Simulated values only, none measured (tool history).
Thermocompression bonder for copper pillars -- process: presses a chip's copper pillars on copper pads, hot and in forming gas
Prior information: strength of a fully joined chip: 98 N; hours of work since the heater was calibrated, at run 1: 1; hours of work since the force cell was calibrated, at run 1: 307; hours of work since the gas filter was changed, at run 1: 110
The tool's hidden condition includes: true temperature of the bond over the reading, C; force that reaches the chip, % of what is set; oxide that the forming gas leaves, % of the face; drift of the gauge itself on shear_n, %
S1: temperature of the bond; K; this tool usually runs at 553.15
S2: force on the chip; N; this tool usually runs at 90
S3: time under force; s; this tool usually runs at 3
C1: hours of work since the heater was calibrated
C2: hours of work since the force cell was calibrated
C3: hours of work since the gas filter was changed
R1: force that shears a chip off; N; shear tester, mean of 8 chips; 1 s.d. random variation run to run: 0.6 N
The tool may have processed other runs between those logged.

run	day	S1	S2	S3	C1	C2	C3	R1
1	0.000	553.15	90	3	1	307	110	58.3
2	0.317	553.15	90	3	6	312	115	58.0
3	0.979	580.15	90	3	16	322	125	70.4
4	1.467	580.15	90	3	24	329	132	71.6
5	1.788	580.15	90	3	28	334	137	71.6
6	2.396	580.15	90	3	38	344	146	71.0
7	2.900	553.15	90	3	45	351	154	57.2
8	3.483	531.15	90	3	54	360	163	45.8
9	3.796	531.15	90	3	59	365	168	45.1
10	4.442	570.15	90	3	69	375	178	64.6
11	4.792	570.15	90	3	74	380	183	65.1
12	5.125	553.15	90	2	79	385	188	50.2
13	5.525	553.15	90	5	85	391	194	65.6
14	5.871	544.15	90	3	91	397	199	52.2
15	6.262	544.15	90	3	97	402	205	52.3
16	6.750	544.15	90	3	104	410	213	51.6
# day 6.871: force cell calibrated
17	7.425	544.15	90	3	113	8	222	51.3
18	7.904	566.15	88	4	121	16	229	65.5
19	8.271	566.15	88	4	126	21	235	65.0
# day 8.492: force cell calibrated, once more
20	8.721	541.15	90	3	132	3	241	50.1
21	9.267	541.15	90	3	140	12	249	50.6
22	9.804	565.15	90	2	149	20	257	54.5
23	10.267	552.15	90	3	156	27	264	55.6
# day 10.771: forming gas filter changed
24	10.875	527.15	92	2	165	36	2	42.2
25	11.267	534.15	87	8	171	42	8	67.0
26	11.588	534.15	87	8	175	47	12	69.0
27	11.908	545.15	61	2	180	52	17	33.9
28	12.267	545.15	61	2	186	57	23	34.1
29	12.542	557.15	102	5	190	61	27	79.1
30	13.000	527.15	90	4	197	68	34	52.0

Some steps in R1, run to run, broken into two amounts with sign: the step expected even without the hidden condition (settings, incoming material, random variation), and the rest, left for the hidden condition together with whatever gauge scatter is not in both the measured and the hidden-condition-free result:
Run 9 -> 10: S1 531.15 -> 570.15. R1 +19.5 N: hidden state -1.7, all else +21.2.
Run 19 -> 20: S1 566.15 -> 541.15, S2 88 -> 90, S3 4 -> 3, force cell calibrated, once more. R1 -14.9 N: hidden state +2.4, all else -17.3.
Run 23 -> 24: S1 552.15 -> 527.15, S2 90 -> 92, S3 3 -> 2, forming gas filter changed. R1 -13.4 N: hidden state +6.5, all else -19.9.
Run 26 -> 27: S1 534.15 -> 545.15, S2 87 -> 61, S3 8 -> 2. R1 -35.1 N: hidden state -0.3, all else -34.8.
Run 28 -> 29: S1 545.15 -> 557.15, S2 61 -> 102, S3 2 -> 5. R1 +45.0 N: hidden state -0.5, all else +45.5.
Run 29 -> 30: S1 557.15 -> 527.15, S2 102 -> 90, S3 5 -> 4. R1 -27.1 N: hidden state +0.6, all else -27.7.

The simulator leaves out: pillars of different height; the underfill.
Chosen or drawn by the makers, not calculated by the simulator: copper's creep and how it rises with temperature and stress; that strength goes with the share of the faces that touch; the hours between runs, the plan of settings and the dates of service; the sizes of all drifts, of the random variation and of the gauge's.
